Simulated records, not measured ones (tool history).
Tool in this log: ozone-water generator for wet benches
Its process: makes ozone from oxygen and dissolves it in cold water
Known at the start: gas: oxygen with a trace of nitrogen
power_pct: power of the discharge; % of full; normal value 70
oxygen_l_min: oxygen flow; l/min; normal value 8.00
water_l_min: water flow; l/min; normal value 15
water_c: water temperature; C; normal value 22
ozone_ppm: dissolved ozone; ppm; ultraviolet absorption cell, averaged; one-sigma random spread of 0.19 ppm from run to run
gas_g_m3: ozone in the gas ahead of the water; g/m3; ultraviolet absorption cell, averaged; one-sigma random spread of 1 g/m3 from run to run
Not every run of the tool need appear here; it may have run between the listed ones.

run,day,power_pct,oxygen_l_min,water_l_min,water_c,ozone_ppm,gas_g_m3
1,0.000,70,8.00,15,22,26.6,179.9
2,1.142,70,8.00,15,22,26.8,180.6
3,2.654,70,8.00,15,22,26.7,181.2
4,3.688,70,8.00,15,22,26.7,179.5
5,4.988,70,8.00,15,22,26.7,179.8
6,6.546,70,8.00,15,22,27.0,180.2
7,7.796,70,8.00,21,22,20.9,179.2
8,9.192,70,8.00,16,22,25.9,179.4
# day 9.296: water thermometer calibrated
9,10.600,70,8.00,16,22,25.4,178.9
10,11.433,70,8.00,16,22,25.6,179.6
11,12.288,70,8.00,15,22,26.8,179.8
12,14.200,70,8.00,10,22,33.0,177.5
# day 15.667: water thermometer calibrated, once more
13,16.096,70,8.00,10,22,33.3,179.3
14,17.979,70,8.00,10,22,33.6,176.3
15,18.962,70,7.52,10,28,29.6,185.7
16,19.888,70,7.52,10,28,29.2,184.4
17,21.667,92,12.13,10,15,45.5,186.4
18,23.033,92,12.13,10,14,46.6,187.7
19,24.304,70,4.40,15,14,31.4,238.7
20,26.046,70,9.41,17,22,23.9,166.0
21,27.838,77,8.00,12,17,37.0,197.1
22,28.608,85,8.00,15,22,32.0,211.8
23,29.746,71,8.00,15,15,30.7,181.4

The same runs without the tool's hidden state, with the same run-to-run variation:
The hidden state here: yield of the discharge, % of new electrodes'; contactor's efficiency, % of a clean one's; true water temperature over the reading, C; drift of the gauge itself on ozone_ppm, %; drift of the gauge itself on gas_g_m3, %.
run,ozone_ppm,gas_g_m3
1,27.7,182.4
2,27.8,183.3
3,27.8,184.0
4,27.8,182.3
5,27.8,182.7
6,28.2,183.2
7,21.9,182.3
8,27.0,182.6
9,26.6,182.3
10,26.8,183.0
11,28.0,183.3
12,34.3,181.0
13,34.5,183.0
14,34.8,180.0
15,30.7,189.8
16,30.3,188.5
17,47.5,191.7
18,48.7,193.2
19,32.9,244.4
20,25.1,170.1
21,38.7,202.5
22,33.7,218.2
23,32.3,186.2
